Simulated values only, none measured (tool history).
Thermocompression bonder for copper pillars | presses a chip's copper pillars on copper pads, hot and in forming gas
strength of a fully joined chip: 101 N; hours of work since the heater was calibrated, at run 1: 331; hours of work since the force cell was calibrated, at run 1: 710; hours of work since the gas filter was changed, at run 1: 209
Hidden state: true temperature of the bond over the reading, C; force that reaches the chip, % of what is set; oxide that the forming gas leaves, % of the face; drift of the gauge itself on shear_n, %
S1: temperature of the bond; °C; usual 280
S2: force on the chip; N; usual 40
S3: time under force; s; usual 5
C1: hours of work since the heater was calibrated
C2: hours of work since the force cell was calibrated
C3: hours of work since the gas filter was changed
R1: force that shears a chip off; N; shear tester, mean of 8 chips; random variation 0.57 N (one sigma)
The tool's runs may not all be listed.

| run | hour | S1 | S2 | S3 | C1 | C2 | C3 | R1 |
|---|---|---|---|---|---|---|---|---|
| 1 | 0 | 280 | 40 | 5 | 331 | 710 | 209 | 39.6 |
| 2 | 64.5 | 280 | 40 | 5 | 357 | 736 | 236 | 38.8 |
| 3 | 139.7 | 280 | 40 | 5 | 387 | 767 | 266 | 39.1 |
| 4 | 206.9 | 280 | 40 | 5 | 415 | 794 | 293 | 39.2 |
| 5 | 276.6 | 280 | 40 | 5 | 443 | 822 | 322 | 38.7 |
| 6 | 318.2 | 280 | 40 | 11 | 460 | 839 | 338 | 50.9 |
| 7 | 394.6 | 264 | 40 | 5 | 491 | 870 | 369 | 31.9 |
| 8 | 457 | 264 | 40 | 5 | 516 | 895 | 395 | 31.3 |
| 9 | 520.2 | 264 | 40 | 5 | 542 | 921 | 420 | 32.1 |
| 10 | 592.5 | 264 | 40 | 5 | 571 | 950 | 450 | 31.6 |
|  | 630.9 | forming gas filter changed |
| 11 | 630.9 | 264 | 40 | 5 | 586 | 965 | 0 | 33.5 |
| 12 | 673.1 | 258 | 26 | 4 | 603 | 983 | 17 | 19.7 |
| 13 | 739.1 | 279 | 24 | 4 | 630 | 1009 | 44 | 23.2 |
| 14 | 814.7 | 279 | 24 | 4 | 661 | 1040 | 74 | 22.2 |
| 15 | 887.5 | 279 | 24 | 4 | 690 | 1069 | 104 | 22.4 |
|  | 894.3 | heater calibrated with a thermocouple chip |
| 16 | 940 | 266 | 45 | 10 | 19 | 1090 | 124 | 47.3 |
| 17 | 1007.9 | 269 | 32 | 5 | 46 | 1118 | 152 | 28.2 |
| 18 | 1050 | 269 | 38 | 12 | 63 | 1135 | 169 | 44.2 |
| 19 | 1121.2 | 290 | 28 | 7 | 92 | 1163 | 198 | 34.6 |
| 20 | 1184.9 | 292 | 28 | 7 | 118 | 1189 | 224 | 35 |
| 21 | 1223.5 | 295 | 32 | 4 | 133 | 1205 | 239 | 31.6 |
| 22 | 1296.7 | 273 | 32 | 13 | 163 | 1235 | 269 | 39.8 |

The same runs without the tool's hidden state, with the same run-to-run variation:
| run | R1 |
|---|---|
| 1 | 42 |
| 2 | 41.5 |
| 3 | 42.1 |
| 4 | 42.5 |
| 5 | 42.4 |
| 6 | 55.7 |
| 7 | 35.5 |
| 8 | 35.2 |
| 9 | 36.1 |
| 10 | 36 |
| 11 | 34.8 |
| 12 | 20.7 |
| 13 | 24.5 |
| 14 | 23.6 |
| 15 | 24 |
| 16 | 52.3 |
| 17 | 31.9 |
| 18 | 49.6 |
| 19 | 39.1 |
| 20 | 39.8 |
| 21 | 36.3 |
| 22 | 46.1 |
